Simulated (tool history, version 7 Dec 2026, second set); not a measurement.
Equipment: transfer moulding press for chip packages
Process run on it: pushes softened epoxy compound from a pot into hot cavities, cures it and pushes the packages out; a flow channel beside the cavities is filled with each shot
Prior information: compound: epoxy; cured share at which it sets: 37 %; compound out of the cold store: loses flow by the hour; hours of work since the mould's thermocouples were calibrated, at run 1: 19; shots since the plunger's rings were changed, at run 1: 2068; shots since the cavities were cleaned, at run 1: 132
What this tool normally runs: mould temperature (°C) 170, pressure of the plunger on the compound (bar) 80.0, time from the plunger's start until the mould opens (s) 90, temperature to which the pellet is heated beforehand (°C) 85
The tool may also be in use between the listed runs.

run     day  mould temperature (°C)  pressure of the plunger on the compound (bar)  time from the plunger's start until the mould opens (s)  temperature to which the pellet is heated beforehand (°C)  hours of work since the mould's thermocouples were calibrated  shots since the plunger's rings were changed  shots since the cavities were cleaned  incoming compound's hours out of the cold store  length that the compound runs in the flow channel (mm)  greatest force on the pins that push the packages out (N)
  1   0.000                     170                                           80.0                                                       90                                                         85                                                             19                                          2068                                    132                                             40.2                                                     587                                                        545
  2   0.421                     170                                           80.0                                                       90                                                         85                                                             23                                          2160                                    224                                             44.4                                                     575                                                        607
  3   1.004                     170                                           80.0                                                       90                                                         85                                                             29                                          2286                                    350                                             34.3                                                     610                                                        666
      1.375  -- cavities cleaned with cleaning compound and waxed
  4   1.496                     170                                           80.0                                                       90                                                         85                                                             33                                          2379                                     26                                             21.9                                                     638                                                        488
  5   1.967                     170                                           80.0                                                       90                                                         85                                                             38                                          2480                                    127                                             32.5                                                     607                                                        566
  6   2.529                     170                                           80.0                                                       90                                                         85                                                             44                                          2602                                    249                                             42.6                                                     577                                                        597
  7   3.096                     170                                           80.0                                                       90                                                         85                                                             49                                          2725                                    372                                             21.6                                                     640                                                        720
      3.362  -- cavities cleaned with cleaning compound and waxed
  8   3.683                     170                                           80.0                                                       90                                                         85                                                             55                                          2839                                     70                                             29.4                                                     613                                                        520
  9   4.050                     170                                           65.7                                                       90                                                         85                                                             58                                          2918                                    149                                             38.0                                                     527                                                        564
 10   4.592                     171                                           80.0                                                       90                                                         85                                                             64                                          3035                                    266                                             15.4                                                     662                                                        655
 11   4.950                     171                                           80.0                                                       90                                                         85                                                             67                                          3113                                    344                                             21.3                                                     641                                                        686
      5.367  -- cavities cleaned with cleaning compound and waxed
 12   5.612                     170                                           80.0                                                       90                                                         85                                                             73                                          3242                                     53                                             41.0                                                     578                                                        493
 13   5.871                     170                                           80.0                                                       90                                                         85                                                             76                                          3299                                    110                                             43.8                                                     566                                                        514
 14   6.471                     170                                           80.0                                                       90                                                         85                                                             82                                          3428                                    239                                             20.1                                                     630                                                        667
 15   6.988                     172                                           76.3                                                       90                                                         85                                                             87                                          3540                                    351                                             13.7                                                     634                                                        652
      7.350  -- cavities cleaned with cleaning compound and waxed
 16   7.488                     172                                           76.3                                                       90                                                         85                                                             91                                          3635                                     30                                             18.2                                                     622                                                        435
 17   7.892                     170                                           96.4                                                      124                                                         85                                                             95                                          3722                                    117                                             18.0                                                     696                                                        381
 18   8.267                     170                                           80.0                                                       72                                                         87                                                             99                                          3803                                    198                                             26.6                                                     609                                                       1017
 19   8.679                     170                                           80.0                                                       78                                                         87                                                            103                                          3892                                    287                                             20.2                                                     633                                                        963
      9.329  -- cavities cleaned with cleaning compound and waxed
 20   9.333                     177                                           80.0                                                      113                                                         85                                                            109                                          4021                                      1                                             17.8                                                     626                                                        321
 21   9.875                     177                                           80.0                                                      113                                                         85                                                            115                                          4138                                    118                                             42.6                                                     558                                                        396
 22  10.467                     169                                           82.1                                                       90                                                         85                                                            121                                          4266                                    246                                             16.4                                                     656                                                        738
 23  10.962                     165                                           92.7                                                       90                                                         85                                                            125                                          4373                                    353                                             45.2                                                     602                                                        914
     11.321  -- cavities cleaned with cleaning compound and waxed
 24  11.450                     171                                           62.5                                                       90                                                         85                                                            130                                          4465                                     28                                             15.6                                                     560                                                        464
 25  11.854                     170                                           63.8                                                       90                                                         85                                                            134                                          4552                                    115                                             37.7                                                     509                                                        552
 26  12.450                     167                                           63.8                                                      103                                                         85                                                            140                                          4682                                    245                                             48.0                                                     478                                                        575
 27  12.971                     170                                           63.8                                                      113                                                         94                                                            145                                          4795                                    358                                             14.9                                                     570                                                        538
     13.308  -- cavities cleaned with cleaning compound and waxed
 28  13.392                     170                                           63.8                                                      113                                                         94                                                            149                                          4872                                     18                                             23.8                                                     537                                                        348

Here are 3 independent what-if runs from the current tool condition. What would each one return?
  A  13.646                     170                                           90.7                                                      113                                                         79                                                            151                                          4926                                     72                                             43.2                                                       ?                                                          ?
  B  13.646                     175                                           86.0                                                      113                                                         94                                                            151                                          4926                                     72                                             15.0                                                       ?                                                          ?
  C  13.646                     170                                           63.8                                                      121                                                         89                                                            151                                          4926                                     72                                             37.9                                                       ?                                                          ?

run  length that the compound runs in the flow channel (mm)  greatest force on the pins that push the packages out (N)
  A                                                     584                                                        406
  B                                                     652                                                        374
  C                                                     501                                                        378
Take away the tool's hidden state, keep each run's random variation, and the runs would have read:
run  length that the compound runs in the flow channel (mm)  greatest force on the pins that push the packages out (N)
  A                                                     645                                                        335
  B                                                     719                                                        309
  C                                                     554                                                        312

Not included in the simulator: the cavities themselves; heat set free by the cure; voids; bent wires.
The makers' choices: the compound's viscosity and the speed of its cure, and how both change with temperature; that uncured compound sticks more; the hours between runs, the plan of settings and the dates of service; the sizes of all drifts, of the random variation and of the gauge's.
